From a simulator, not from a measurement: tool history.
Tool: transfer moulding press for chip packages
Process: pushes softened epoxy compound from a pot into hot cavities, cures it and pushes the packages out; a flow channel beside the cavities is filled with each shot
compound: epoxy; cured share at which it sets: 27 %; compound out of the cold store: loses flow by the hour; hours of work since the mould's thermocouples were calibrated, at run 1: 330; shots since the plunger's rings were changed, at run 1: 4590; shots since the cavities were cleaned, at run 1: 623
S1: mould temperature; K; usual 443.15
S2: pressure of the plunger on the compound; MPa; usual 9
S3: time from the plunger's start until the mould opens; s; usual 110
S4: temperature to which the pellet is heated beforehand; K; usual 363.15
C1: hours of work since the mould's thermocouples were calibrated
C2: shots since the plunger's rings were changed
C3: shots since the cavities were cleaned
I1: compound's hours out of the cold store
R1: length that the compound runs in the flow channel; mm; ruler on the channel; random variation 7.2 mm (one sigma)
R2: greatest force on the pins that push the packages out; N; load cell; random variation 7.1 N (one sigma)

run	hour	S1	S2	S3	S4	C1	C2	C3	I1	R1	R2
1	0	443.15	9	110	363.15	330	4590	623	25.9	766	504
# hour 21.5: cavities cleaned with cleaning compound and waxed
2	26.1	443.15	9	110	363.15	342	4807	41	12.6	843	336
3	52.1	443.15	9	110	363.15	356	5036	270	42.4	692	397
4	63.4	443.15	9	110	363.15	362	5135	369	18.3	812	458
5	87	443.15	9	110	363.15	374	5344	578	29.6	749	463
6	98.3	443.15	9	110	363.15	380	5443	677	33.3	722	495
# hour 114.2: cavities cleaned with cleaning compound and waxed
7	124.9	443.15	9	110	363.15	393	5664	94	15.4	821	358
8	137.7	443.15	9	110	363.15	400	5777	207	19.6	801	411
9	159.4	443.15	9	110	361.15	411	5968	398	45.1	672	433
10	186.1	443.15	9	110	361.15	425	6204	634	22	785	496
11	197.1	443.15	9	110	361.15	430	6301	731	32.3	730	490
# hour 206.7: cavities cleaned with cleaning compound and waxed
12	223.4	443.15	9	110	361.15	443	6519	147	39.5	693	370
13	237.7	436.15	9	110	361.15	451	6645	273	16.1	860	720
14	255.5	436.15	9	110	361.15	460	6802	430	8.4	892	800
# hour 276.7: plunger's sealing rings changed
15	282.5	437.15	9	116	361.15	473	51	646	20	896	693
16	295	437.15	9	116	361.15	479	161	756	21.4	887	683
# hour 301.6: cavities cleaned with cleaning compound and waxed
17	320.8	442.15	7.74	110	363.15	492	375	169	39.2	692	396
# hour 324.8: mould's thermocouples calibrated
18	344.4	442.15	7.74	110	363.15	10	566	360	37.5	703	453
19	367.8	442.15	8.62	137	363.15	22	772	566	40.9	722	442
20	386.2	446.15	9	110	370.15	32	934	728	20.7	833	462
# hour 396.2: cavities cleaned with cleaning compound and waxed
21	403.5	446.15	9	110	370.15	40	1073	64	47.7	689	298
22	425.3	446.15	7.44	110	363.15	52	1265	256	22.2	751	366
23	450.1	446.15	7.44	110	363.15	64	1484	475	39.4	663	416
24	476.2	441.15	7.44	91	363.15	78	1714	705	13.1	830	866
# hour 489.6: mould's thermocouples calibrated, once more
# hour 491.1: cavities cleaned with cleaning compound and waxed
25	501.7	438.15	7.31	93	353.15	6	1908	94	35.1	707	615
26	517.4	438.15	7.31	93	353.15	14	2046	232	30.7	716	727
27	533.4	449.15	9	118	363.15	22	2187	373	42.7	697	369
28	556.7	449.15	9	118	363.15	34	2392	578	28	764	383

4 ways to go on from here, each from the tool as it stands after run 28. What would each give?
A	572.2	443.15	9	118	363.15	42	2529	715	29.8	?	?
B	572.2	443.15	9	110	373.15	42	2529	715	43.3	?	?
C	572.2	443.15	9	147	368.15	42	2529	715	27.2	?	?
D	572.2	449.15	9	118	371.15	42	2529	715	26.6	?	?

run	R1	R2
A	780	452
B	707	480
C	786	433
D	758	435
Without the tool's hidden state the same runs would have given:
run	R1	R2
A	808	265
B	732	282
C	814	254
D	785	261
